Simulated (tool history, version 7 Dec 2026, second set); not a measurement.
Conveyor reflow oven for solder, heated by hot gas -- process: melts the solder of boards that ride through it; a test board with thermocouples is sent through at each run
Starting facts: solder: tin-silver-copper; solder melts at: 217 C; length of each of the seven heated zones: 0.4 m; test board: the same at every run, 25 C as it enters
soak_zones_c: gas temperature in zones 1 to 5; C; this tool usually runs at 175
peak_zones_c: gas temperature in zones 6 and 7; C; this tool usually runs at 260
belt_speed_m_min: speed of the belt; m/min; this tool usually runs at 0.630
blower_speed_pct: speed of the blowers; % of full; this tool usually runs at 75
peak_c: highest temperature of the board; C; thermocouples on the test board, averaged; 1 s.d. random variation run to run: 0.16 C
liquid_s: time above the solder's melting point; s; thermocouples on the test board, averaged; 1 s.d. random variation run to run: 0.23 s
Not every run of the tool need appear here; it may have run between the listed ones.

{"run": 1, "hour": 0.0, "soak_zones_c": 175, "peak_zones_c": 260, "belt_speed_m_min": 0.63, "blower_speed_pct": 75, "peak_c": 244.1, "liquid_s": 50.9}
{"run": 2, "hour": 23.3, "soak_zones_c": 175, "peak_zones_c": 260, "belt_speed_m_min": 0.541, "blower_speed_pct": 75, "peak_c": 248.6, "liquid_s": 65.1}
{"run": 3, "hour": 50.9, "soak_zones_c": 175, "peak_zones_c": 260, "belt_speed_m_min": 0.541, "blower_speed_pct": 75, "peak_c": 248.6, "liquid_s": 65.9}
{"run": 4, "hour": 74.6, "soak_zones_c": 186, "peak_zones_c": 260, "belt_speed_m_min": 0.63, "blower_speed_pct": 75, "peak_c": 246.5, "liquid_s": 57.6}
{"run": 5, "hour": 98.1, "soak_zones_c": 186, "peak_zones_c": 260, "belt_speed_m_min": 0.63, "blower_speed_pct": 75, "peak_c": 246.3, "liquid_s": 58.1}
{"run": 6, "hour": 123.3, "soak_zones_c": 186, "peak_zones_c": 260, "belt_speed_m_min": 0.63, "blower_speed_pct": 75, "peak_c": 246.1, "liquid_s": 57.1}
{"hour": 128.6, "done": "belt drive overhauled, speed set with a stopwatch"}
{"run": 7, "hour": 154.8, "soak_zones_c": 175, "peak_zones_c": 260, "belt_speed_m_min": 0.516, "blower_speed_pct": 75, "peak_c": 249.4, "liquid_s": 71.1}
{"run": 8, "hour": 175.4, "soak_zones_c": 175, "peak_zones_c": 264, "belt_speed_m_min": 0.618, "blower_speed_pct": 75, "peak_c": 248.1, "liquid_s": 55.8}
{"run": 9, "hour": 201.3, "soak_zones_c": 180, "peak_zones_c": 255, "belt_speed_m_min": 0.704, "blower_speed_pct": 75, "peak_c": 237.6, "liquid_s": 40.1}
{"run": 10, "hour": 221.5, "soak_zones_c": 174, "peak_zones_c": 248, "belt_speed_m_min": 0.704, "blower_speed_pct": 55, "peak_c": 222.5, "liquid_s": 13.3}
{"hour": 228.1, "done": "belt drive overhauled, speed set with a stopwatch, once more"}
{"run": 11, "hour": 243.0, "soak_zones_c": 179, "peak_zones_c": 274, "belt_speed_m_min": 0.507, "blower_speed_pct": 58, "peak_c": 257.1, "liquid_s": 76.1}
{"run": 12, "hour": 260.5, "soak_zones_c": 175, "peak_zones_c": 271, "belt_speed_m_min": 0.52, "blower_speed_pct": 52, "peak_c": 250.1, "liquid_s": 65.6}
{"run": 13, "hour": 282.0, "soak_zones_c": 171, "peak_zones_c": 260, "belt_speed_m_min": 0.63, "blower_speed_pct": 79, "peak_c": 243.6, "liquid_s": 48.2}

What if the next run were any one of these 5? Each begins from the tool's condition after run 13:
{"run": "A", "hour": 309.7, "soak_zones_c": 179, "peak_zones_c": 260, "belt_speed_m_min": 0.596, "blower_speed_pct": 79, "peak_c": "?", "liquid_s": "?"}
{"run": "B", "hour": 309.7, "soak_zones_c": 171, "peak_zones_c": 260, "belt_speed_m_min": 0.527, "blower_speed_pct": 79, "peak_c": "?", "liquid_s": "?"}
{"run": "C", "hour": 309.7, "soak_zones_c": 175, "peak_zones_c": 265, "belt_speed_m_min": 0.751, "blower_speed_pct": 83, "peak_c": "?", "liquid_s": "?"}
{"run": "D", "hour": 309.7, "soak_zones_c": 171, "peak_zones_c": 269, "belt_speed_m_min": 0.63, "blower_speed_pct": 84, "peak_c": "?", "liquid_s": "?"}
{"run": "E", "hour": 309.7, "soak_zones_c": 178, "peak_zones_c": 260, "belt_speed_m_min": 0.663, "blower_speed_pct": 79, "peak_c": "?", "liquid_s": "?"}

run=A peak_c=246.6 liquid_s=57.7
run=B peak_c=248.6 liquid_s=64.9
run=C peak_c=243.2 liquid_s=39.8
run=D peak_c=252.3 liquid_s=55.5
run=E peak_c=243.2 liquid_s=47.3
Without the tool's unlogged condition, the same runs would have read:
run=A peak_c=246.5 liquid_s=58.1
run=B peak_c=248.4 liquid_s=65.2
run=C peak_c=243.7 liquid_s=40.6
run=D peak_c=252.5 liquid_s=56.0
run=E peak_c=243.3 liquid_s=47.9

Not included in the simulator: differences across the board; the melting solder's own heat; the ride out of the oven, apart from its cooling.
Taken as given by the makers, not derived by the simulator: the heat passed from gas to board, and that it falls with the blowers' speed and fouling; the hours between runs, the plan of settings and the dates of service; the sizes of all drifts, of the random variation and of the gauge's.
